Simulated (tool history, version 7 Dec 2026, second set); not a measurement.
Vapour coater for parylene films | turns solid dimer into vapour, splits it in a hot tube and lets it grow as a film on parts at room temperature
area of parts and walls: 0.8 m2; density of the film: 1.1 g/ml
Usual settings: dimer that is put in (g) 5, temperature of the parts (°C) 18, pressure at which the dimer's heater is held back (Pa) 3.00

| run | hour | dimer that is put in (g) | temperature of the parts (°C) | pressure at which the dimer's heater is held back (Pa) | thickness of the film (nm) |
|---|---|---|---|---|---|
| 1 | 0.0 | 5 | 18 | 3.00 | 2930 |
| 2 | 48.7 | 5 | 18 | 3.00 | 2880 |
| 3 | 76.2 | 5 | 18 | 3.00 | 2910 |
| 4 | 122.1 | 5 | 18 | 3.00 | 2850 |
| 5 | 168.2 | 5 | 18 | 3.00 | 2870 |
| 6 | 196.6 | 5 | 18 | 3.00 | 2790 |
| 7 | 226.1 | 5 | 18 | 3.00 | 2750 |
| 8 | 253.3 | 5 | 18 | 11.05 | 2410 |
| 9 | 284.2 | 5 | 18 | 3.00 | 2740 |
| 10 | 324.0 | 5 | 18 | 3.00 | 2740 |
|  | 329.6 | table's thermometer calibrated |
| 11 | 357.6 | 5 | 18 | 3.00 | 2640 |
| 12 | 393.2 | 5 | 18 | 3.00 | 2570 |
|  | 399.7 | trap's valve overhauled |
| 13 | 440.4 | 5 | 18 | 3.00 | 2970 |
| 14 | 471.6 | 5 | 18 | 3.00 | 3000 |
| 15 | 520.7 | 5 | 18 | 3.00 | 2960 |
| 16 | 549.8 | 5 | 18 | 2.63 | 2980 |
| 17 | 593.1 | 5 | 18 | 3.00 | 2920 |
| 18 | 628.0 | 5 | 18 | 3.00 | 2960 |
| 19 | 670.5 | 5 | 18 | 3.00 | 2890 |
| 20 | 717.0 | 5 | 18 | 3.00 | 2860 |
| 21 | 758.0 | 5 | 18 | 6.30 | 2640 |
| 22 | 787.5 | 5 | 18 | 6.30 | 2550 |
| 23 | 819.2 | 5 | 18 | 6.30 | 2590 |
| 24 | 866.2 | 3 | 13 | 6.30 | 1630 |
| 25 | 894.1 | 6 | 13 | 2.81 | 3610 |
| 26 | 934.5 | 5 | 13 | 8.38 | 2640 |
| 27 | 976.1 | 5 | 25 | 2.19 | 2410 |
| 28 | 997.7 | 5 | 25 | 2.19 | 2450 |
| 29 | 1022.8 | 3 | 18 | 3.00 | 1620 |
|  | 1068.4 | trap's valve overhauled |
| 30 | 1068.4 | 4 | 18 | 3.00 | 2450 |
| 31 | 1108.1 | 4 | 24 | 2.76 | 2190 |

Forecast run 32:
| 32 | 1132.7 | 4 | 24 | 2.76 | ? |

thickness of the film (nm): 2210
Without the tool's hidden state the same run would have given thickness of the film (nm) 2220.
